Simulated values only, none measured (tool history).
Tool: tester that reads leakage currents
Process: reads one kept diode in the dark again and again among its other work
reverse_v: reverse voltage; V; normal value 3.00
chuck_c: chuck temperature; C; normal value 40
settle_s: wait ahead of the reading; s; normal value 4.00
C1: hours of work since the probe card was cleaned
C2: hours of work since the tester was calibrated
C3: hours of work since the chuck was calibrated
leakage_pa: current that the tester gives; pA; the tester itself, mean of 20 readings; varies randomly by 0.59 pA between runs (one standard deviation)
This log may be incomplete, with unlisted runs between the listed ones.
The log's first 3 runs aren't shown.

run 4 hour=133.0 | reverse_v=3.00 chuck_c=40 settle_s=4.00 | C1=1119 C2=1270 C3=202 | leakage_pa=251.04
run 5 hour=190.2 | reverse_v=3.00 chuck_c=40 settle_s=4.00 | C1=1151 C2=1302 C3=234 | leakage_pa=251.49
run 6 hour=221.9 | reverse_v=3.45 chuck_c=40 settle_s=4.00 | C1=1168 C2=1319 C3=251 | leakage_pa=265.09
run 7 hour=257.9 | reverse_v=3.45 chuck_c=40 settle_s=4.00 | C1=1188 C2=1339 C3=271 | leakage_pa=265.62
run 8 hour=307.2 | reverse_v=3.45 chuck_c=40 settle_s=4.00 | C1=1215 C2=1366 C3=298 | leakage_pa=263.81
run 9 hour=348.1 | reverse_v=3.45 chuck_c=40 settle_s=4.00 | C1=1237 C2=1389 C3=320 | leakage_pa=265.46
run 10 hour=375.7 | reverse_v=3.00 chuck_c=40 settle_s=0.36 | C1=1253 C2=1404 C3=336 | leakage_pa=254.27
run 11 hour=413.0 | reverse_v=3.00 chuck_c=40 settle_s=0.36 | C1=1273 C2=1424 C3=356 | leakage_pa=254.63
run 12 hour=458.5 | reverse_v=3.00 chuck_c=40 settle_s=0.36 | C1=1298 C2=1449 C3=381 | leakage_pa=255.12
run 13 hour=495.2 | reverse_v=3.00 chuck_c=40 settle_s=0.36 | C1=1318 C2=1469 C3=401 | leakage_pa=255.80
run 14 hour=549.5 | reverse_v=3.00 chuck_c=40 settle_s=4.00 | C1=1348 C2=1499 C3=431 | leakage_pa=252.88
run 15 hour=591.6 | reverse_v=3.00 chuck_c=40 settle_s=4.00 | C1=1371 C2=1522 C3=454 | leakage_pa=253.32
run 16 hour=619.4 | reverse_v=3.00 chuck_c=40 settle_s=4.00 | C1=1386 C2=1538 C3=469 | leakage_pa=253.41
run 17 hour=680.8 | reverse_v=3.00 chuck_c=40 settle_s=4.00 | C1=1420 C2=1571 C3=503 | leakage_pa=253.88
run 18 hour=719.7 | reverse_v=3.00 chuck_c=29 settle_s=4.00 | C1=1442 C2=1593 C3=525 | leakage_pa=121.68
run 19 hour=748.5 | reverse_v=3.00 chuck_c=40 settle_s=1.26 | C1=1457 C2=1609 C3=540 | leakage_pa=253.56

Run 20 has not been measured yet. What should we expect?
run 20 hour=797.1 | reverse_v=3.00 chuck_c=55 settle_s=4.00 | C1=1484 C2=1635 C3=567 | leakage_pa=?

{"run 20": {"leakage_pa": 642.78}}
With no hidden state in the tool, this same run would have given leakage_pa 642.36 pA.
